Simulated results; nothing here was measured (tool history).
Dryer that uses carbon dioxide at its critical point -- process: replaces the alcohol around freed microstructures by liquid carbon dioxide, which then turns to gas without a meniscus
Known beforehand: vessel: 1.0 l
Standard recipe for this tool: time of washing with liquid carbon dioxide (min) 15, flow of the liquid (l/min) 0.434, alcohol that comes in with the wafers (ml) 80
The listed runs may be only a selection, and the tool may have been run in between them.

run,hour,time of washing with liquid carbon dioxide (min),flow of the liquid (l/min),alcohol that comes in with the wafers (ml),alcohol left in the vessel before it's heated (ppm by volume)
1,0.0,15,0.434,80,242
2,32.4,15,0.434,80,257
3,57.8,15,0.434,80,258
4,95.9,15,0.434,80,259
5,125.3,15,0.434,80,267
6,148.6,15,0.434,80,270
7,187.2,15,0.434,80,282
8,205.2,15,0.434,80,300
9,225.4,15,0.434,80,305
10,260.3,15,0.434,80,303
11,283.2,15,0.434,80,306
12,302.6,15,0.434,80,323
# hour 312.3: purifier's bed changed
13,336.9,15,0.434,41,128
14,376.0,11,0.434,41,605
15,396.7,11,0.434,41,599
# hour 410.4: inlet filter changed
16,431.6,11,0.434,41,395
17,456.8,15,0.434,23,47
18,491.4,15,0.434,80,164
19,508.0,15,0.434,80,163
20,525.3,15,0.523,80,50
21,557.1,15,0.523,80,57
22,591.4,10,0.523,80,518
23,629.6,10,0.523,80,530
24,655.3,15,0.356,35,270
25,691.3,12,0.356,67,1295
26,717.6,12,0.356,67,1321
27,748.6,15,0.397,80,353
28,788.0,23,0.521,104,31
29,825.2,23,0.272,97,395
30,843.4,23,0.363,97,88
31,862.2,21,0.434,69,47
32,896.1,13,0.575,96,127
33,924.0,22,0.387,38,49
34,944.2,16,0.527,87,88
35,971.7,9,0.600,25,211
36,988.5,22,0.481,26,40
37,1020.4,22,0.481,26,51
38,1040.6,22,0.481,26,54
39,1061.9,16,0.551,78,77
40,1085.7,23,0.434,25,52
# hour 1108.8: inlet filter changed
41,1124.7,15,0.277,50,1039
42,1156.6,16,0.395,80,226

Pick out some run-to-run changes in alcohol left in the vessel before it's heated (ppm by volume). Of each, how much would a tool without hidden state show as well, from the settings, what came in and chance, and how much is left for the hidden state and any gauge scatter not in both results compared?
The hidden state here: flow that reaches the vessel past the clogged filter, %; alcohol in the recycled carbon dioxide, ppm; drift of the gauge itself on alcohol_ppm, %.
Run 13 -> 14: time of washing with liquid carbon dioxide (min) 15 -> 11. alcohol left in the vessel before it's heated (ppm by volume) +477: hidden state +175, all else +302.
Run 15 -> 16: inlet filter changed. alcohol left in the vessel before it's heated (ppm by volume) -204: hidden state -222, all else +18.
Run 24 -> 25: time of washing with liquid carbon dioxide (min) 15 -> 12, alcohol that comes in with the wafers (ml) 35 -> 67. alcohol left in the vessel before it's heated (ppm by volume) +1025: hidden state +166, all else +859.
Run 26 -> 27: time of washing with liquid carbon dioxide (min) 12 -> 15, flow of the liquid (l/min) 0.356 -> 0.397, alcohol that comes in with the wafers (ml) 67 -> 80. alcohol left in the vessel before it's heated (ppm by volume) -968: hidden state -142, all else -826.
Run 40 -> 41: time of washing with liquid carbon dioxide (min) 23 -> 15, flow of the liquid (l/min) 0.434 -> 0.277, alcohol that comes in with the wafers (ml) 25 -> 50, inlet filter changed. alcohol left in the vessel before it's heated (ppm by volume) +987: hidden state +12, all else +975.

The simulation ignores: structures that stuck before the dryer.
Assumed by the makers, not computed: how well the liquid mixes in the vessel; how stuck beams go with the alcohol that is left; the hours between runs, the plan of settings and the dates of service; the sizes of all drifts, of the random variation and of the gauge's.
